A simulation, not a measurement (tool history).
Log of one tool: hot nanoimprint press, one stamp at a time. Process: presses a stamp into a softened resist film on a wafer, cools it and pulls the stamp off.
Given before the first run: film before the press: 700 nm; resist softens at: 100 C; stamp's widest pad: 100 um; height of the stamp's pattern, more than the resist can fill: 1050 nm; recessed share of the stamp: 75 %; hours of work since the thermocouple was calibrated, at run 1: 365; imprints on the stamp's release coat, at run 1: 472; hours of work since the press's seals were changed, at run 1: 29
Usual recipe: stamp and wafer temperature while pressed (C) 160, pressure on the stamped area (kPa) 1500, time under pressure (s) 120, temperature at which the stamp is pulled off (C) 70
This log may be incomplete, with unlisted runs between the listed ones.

run,hour,stamp and wafer temperature while pressed (C),pressure on the stamped area (kPa),time under pressure (s),temperature at which the stamp is pulled off (C),hours of work since the thermocouple was calibrated,imprints on the stamp's release coat,hours of work since the press's seals were changed,resist left under the stamp's widest pad (angstrom),greatest force while the stamp is pulled off (N)
1,0.0,160,1500,120,70,365,472,29,2602,102
2,28.9,160,1500,120,70,385,583,49,2595,101
3,74.9,160,1500,120,70,418,759,82,2583,105
4,114.1,160,1360,120,70,446,908,110,2692,103
5,135.7,156,1500,120,70,462,991,126,3295,105
6,186.2,160,1500,120,70,498,1184,162,2567,107
# hour 211.7: plate thermocouple calibrated
# hour 231.8: stamp cleaned and given a new release coat
7,236.2,160,1500,120,70,13,17,191,2814,100
8,271.1,159,1500,120,70,38,151,216,3023,100
9,300.5,159,1500,120,70,59,263,237,2986,103
10,327.8,159,1500,120,70,79,368,257,2986,104
11,352.8,159,1500,120,65,97,463,275,3016,115
12,389.1,159,1500,120,65,123,602,301,2954,117
13,422.6,159,1500,236,65,147,730,325,2292,114
14,456.2,160,1100,120,70,171,859,349,3193,107
15,477.0,160,1100,120,70,186,938,364,3169,109
16,502.3,160,1520,120,70,204,1035,382,2705,108
17,530.6,160,1520,139,70,224,1143,402,2581,108
18,573.3,159,930,62,74,255,1307,432,4463,99
# hour 582.8: stamp cleaned and given a new release coat
19,604.2,159,930,62,74,272,82,450,4486,93
20,633.9,155,1400,90,67,294,195,472,4174,105
21,667.4,169,2340,120,75,318,323,496,1232,93
22,708.3,156,2020,120,64,347,480,525,3047,115
23,758.9,160,1600,120,63,383,674,561,2611,113
24,786.9,151,1500,120,60,403,781,581,4511,125
25,814.2,151,1500,120,60,423,885,601,4542,124
26,840.9,149,1500,120,70,442,987,620,4989,102
27,863.9,149,1950,120,70,458,1075,636,4570,106
28,898.1,160,1530,120,70,483,1206,661,2618,109
29,925.3,160,1530,120,70,502,1310,680,2620,107
# hour 934.0: stamp cleaned and given a new release coat
# hour 949.3: plate thermocouple calibrated
30,974.6,170,1500,119,70,18,144,709,1530,101
31,1024.8,170,1500,119,70,54,336,745,1528,105

Forecast each of these 3 alternatives for the next run:
A,1068.2,169,2140,93,70,85,502,776,?,?
B,1068.2,160,1680,120,71,85,502,776,?,?
C,1068.2,159,1650,150,70,85,502,776,?,?

run,resist left under the stamp's widest pad (angstrom),greatest force while the stamp is pulled off (N)
A,1475,101
B,2656,102
C,2626,104
Stripped of hidden state, with their random variation kept, the same runs would have yielded:
run,resist left under the stamp's widest pad (angstrom),greatest force while the stamp is pulled off (N)
A,1423,98
B,2599,99
C,2572,101

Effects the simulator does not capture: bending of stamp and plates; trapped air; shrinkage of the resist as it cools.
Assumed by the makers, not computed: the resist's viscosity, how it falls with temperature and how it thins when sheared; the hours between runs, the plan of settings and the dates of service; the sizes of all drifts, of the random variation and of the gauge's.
